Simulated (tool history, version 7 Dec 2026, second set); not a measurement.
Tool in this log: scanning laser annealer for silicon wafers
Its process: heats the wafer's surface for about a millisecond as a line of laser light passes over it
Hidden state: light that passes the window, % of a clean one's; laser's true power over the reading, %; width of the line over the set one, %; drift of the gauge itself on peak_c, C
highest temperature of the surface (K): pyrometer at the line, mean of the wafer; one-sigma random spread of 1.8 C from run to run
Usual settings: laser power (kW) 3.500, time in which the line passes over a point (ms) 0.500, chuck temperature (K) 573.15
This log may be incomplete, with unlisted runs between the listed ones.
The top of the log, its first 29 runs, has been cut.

run	hour	laser power (kW)	time in which the line passes over a point (ms)	chuck temperature (K)	hours of work since the window was cleaned	hours of work since the power meter was calibrated	hours of work since the optics were aligned	highest temperature of the surface (K)
30	465.8	3.012	0.494	564.15	548	373	46	1172.15
31	478.4	3.012	0.388	555.15	557	383	56	1086.15
32	494.3	3.402	0.436	549.15	570	395	68	1184.15
33	503.3	3.645	0.436	539.15	577	402	75	1219.15
# hour 524.0: window over the wafer cleaned
34	524.2	3.226	0.520	608.15	0	417	90	1297.15
35	544.5	3.500	0.447	573.15	16	433	105	1255.15
36	558.0	3.703	0.495	573.15	26	443	116	1333.15
37	577.4	3.050	0.466	573.15	41	458	131	1179.15
38	585.7	3.751	0.388	574.15	48	464	137	1242.15
39	601.3	3.061	0.449	586.15	60	476	149	1185.15
40	612.4	3.061	0.449	586.15	68	485	158	1185.15
41	622.1	3.408	0.500	563.15	76	492	165	1268.15

Predict each of these 4 candidate next runs independently; none follows another, all start after run 41:
A	641.5	3.408	0.499	590.15	91	507	180	?
B	641.5	3.250	0.379	565.15	91	507	180	?
C	641.5	3.513	0.500	558.15	91	507	180	?
D	641.5	3.664	0.500	573.15	91	507	180	?

run	highest temperature of the surface (K)
A	1294.15
B	1137.15
C	1285.15
D	1328.15
With no hidden state in the tool, these same runs would have given:
run	highest temperature of the surface (K)
A	1302.15
B	1143.15
C	1292.15
D	1336.15

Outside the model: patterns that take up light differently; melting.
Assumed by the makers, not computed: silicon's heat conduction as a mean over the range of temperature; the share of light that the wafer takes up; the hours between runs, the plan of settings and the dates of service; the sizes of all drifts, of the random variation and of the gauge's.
